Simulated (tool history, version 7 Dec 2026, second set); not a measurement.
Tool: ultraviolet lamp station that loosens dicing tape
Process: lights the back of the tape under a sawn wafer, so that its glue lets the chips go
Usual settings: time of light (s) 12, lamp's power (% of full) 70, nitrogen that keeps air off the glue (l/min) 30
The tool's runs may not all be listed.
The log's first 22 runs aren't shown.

run	hour	time of light (s)	lamp's power (% of full)	nitrogen that keeps air off the glue (l/min)	force that peels the tape off (N)	light that reached the tape (mJ/cm2)
23	996.6	20	82	12	0.639	360
24	1023.1	16	67	23	0.863	231
25	1069.3	7	70	10	3.153	104
26	1129.5	12	77	35	0.898	189
27	1169.4	12	77	35	0.877	185
28	1211	12	77	35	0.976	180
29	1245.8	19	70	24	0.695	259
30	1287.8	19	70	24	0.706	251
31	1340.9	9	70	39	1.655	121
32	1394.9	9	86	10	2.398	141
33	1445.8	9	86	10	2.561	131
34	1501.4	9	86	10	2.715	129

4 ways to go on from here, each from the tool as it stands after run 34. What would each give?
# hour 1548.6: window cleaned of glue's vapour
A	1558.2	9	78	20	?	?
# hour 1548.6: window cleaned of glue's vapour
B	1558.2	9	90	10	?	?
# hour 1548.6: window cleaned of glue's vapour
C	1558.2	16	86	20	?	?
# hour 1548.6: window cleaned of glue's vapour
D	1558.2	21	70	50	?	?

run	force that peels the tape off (N)	light that reached the tape (mJ/cm2)
A	2.027	131
B	2.412	147
C	0.788	255
D	0.342	271
Without the tool's hidden state the same runs would have given:
run	force that peels the tape off (N)	light that reached the tape (mJ/cm2)
A	1.082	213
B	1.406	242
C	0.301	416
D	0.163	445

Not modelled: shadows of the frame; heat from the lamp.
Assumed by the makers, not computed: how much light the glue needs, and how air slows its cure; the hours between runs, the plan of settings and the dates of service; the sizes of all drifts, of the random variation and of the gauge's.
